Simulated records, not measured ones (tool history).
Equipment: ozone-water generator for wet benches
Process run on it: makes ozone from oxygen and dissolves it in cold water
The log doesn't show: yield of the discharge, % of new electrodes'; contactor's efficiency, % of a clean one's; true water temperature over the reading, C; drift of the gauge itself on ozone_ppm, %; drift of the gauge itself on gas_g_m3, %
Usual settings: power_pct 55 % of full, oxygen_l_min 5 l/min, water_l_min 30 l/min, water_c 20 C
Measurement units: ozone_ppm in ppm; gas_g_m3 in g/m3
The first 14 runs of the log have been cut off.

run    hour  power_pct  oxygen_l_min  water_l_min  water_c  hours of work since the electrodes were changed  hours of work since the contactor was cleaned  hours of work since the thermometer was calibrated  ozone_ppm  gas_g_m3
 15   871.9         55             5           30       20                                             1423                                            396                                                 915       17.3     229.7
 16   925.3         55             5           30       17                                             1470                                            442                                                 962       17.8     229.1
 17   980.9         52             5           30       17                                             1519                                            491                                                1011       17.1     221.4
 18  1023.7         52             5           30       17                                             1556                                            529                                                1048       16.9     224.4
 19  1078.8         52             5           30       17                                             1605                                            577                                                1097       17.1       221
 20  1168.6         52          5.73           34       17                                             1683                                            656                                                1175       14.8     201.9
 21  1216.1         52           4.6           22       17                                             1725                                            697                                                1217       22.4     234.5
 22    1281         52           4.6           22       17                                             1782                                            754                                                1274       22.4     235.9
 23  1370.9         52          7.32           22       17                                             1860                                            833                                                1353       21.3     172.3
 24    1446         55             5           19       20                                             1926                                            899                                                1418       25.5     229.7
 25  1503.5         55           4.7           32       20                                             1977                                            949                                                1469       16.2       242
 26  1542.4         55           4.7           32       20                                             2011                                            983                                                1503         16     241.9
 27  1608.7         42             5           31       20                                             2069                                           1041                                                1561       13.6     191.9
 28  1670.9         42          3.68           20       20                                             2123                                           1096                                                1615       20.9     236.7

Expected results for the next run?
 29  1713.7         54          3.26           47       17                                             2161                                           1133                                                1653          ?         ?

{"run 29": {"ozone_ppm": 10.2, "gas_g_m3": 308.2}}
With no hidden state in the tool, this same run would have given ozone_ppm 10.6 ppm, gas_g_m3 314.5 g/m3.
